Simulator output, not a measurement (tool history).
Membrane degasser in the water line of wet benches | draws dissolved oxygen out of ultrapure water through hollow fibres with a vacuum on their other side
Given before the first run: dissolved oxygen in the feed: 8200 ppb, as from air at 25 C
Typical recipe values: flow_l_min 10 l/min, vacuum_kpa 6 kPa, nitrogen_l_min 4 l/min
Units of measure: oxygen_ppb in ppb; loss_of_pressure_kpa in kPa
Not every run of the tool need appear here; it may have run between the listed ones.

run	hour	flow_l_min	vacuum_kpa	nitrogen_l_min	oxygen_ppb	loss_of_pressure_kpa
1	0	10	6	4	38.3	55.01
2	167.9	10	6	4	38.9	55.84
3	314.9	10	6	4	40.1	55.74
4	467.4	10	6	4	39.3	55.73
5	600.3	10	3.83	4	25.5	55.79
6	695.7	10	3.83	4	25.6	55.09
7	780.2	10	3.83	4	26.1	55.87
8	885.5	10	6	4	39.4	55.7
9	957.9	10	6	2.44	52.5	55.76
# hour 1039.9: vacuum gauge calibrated
10	1071.1	10	6	2.44	49.4	55.64
11	1210.6	10	6	4	38.7	56.14
12	1351.9	10	6	4	39.1	56.04
13	1509.1	10	6	4	39	55.88
14	1660.5	10	6	4	39.1	56.04
15	1834	13	6	4	74.2	72.45
16	1966.1	10	6	4	39.6	56.18
17	2042.2	10	6	4	39.4	56.06
18	2138.5	10	6	4	39.4	56.08
19	2296	10	6	4	40.2	56.29
20	2400.1	7	8.64	4	30.9	39.77
21	2491.5	7	8.64	4	31.7	38.98
22	2579	15	5.74	11.44	87.6	84.23
23	2743	15	7.51	2.32	148.2	84.8
24	2849.9	15	7.51	2.32	148.3	84.56
25	2922.2	8	11.2	2.32	84.1	45.19
26	3054.2	8	10.82	7.84	31.2	45.06
27	3168.6	8	10.82	2.7	70.7	45.33
28	3247.3	8	10.82	2.7	69.4	44.96
29	3421	10	6	11.71	28.8	56.79
30	3535.1	10	6	11.71	30	56.42
31	3649.9	10	6	11.71	28.6	56.86
32	3823.4	10	10.55	2.38	104.7	56.67
33	3973.9	10	10.55	2.38	104.7	57.02

What if the next run were any one of these 3? Each begins from the tool's condition after run 33:
A	4084.1	14	6	4	?	?
B	4084.1	11	6	4	?	?
C	4084.1	12	10.87	4.33	?	?

run	oxygen_ppb	loss_of_pressure_kpa
A	93.3	79.41
B	52.7	62.68
C	99.5	67.81
Without the tool's hidden state the same runs would have given:
run	oxygen_ppb	loss_of_pressure_kpa
A	75.4	75.23
B	42.3	59.37
C	84.7	64.22
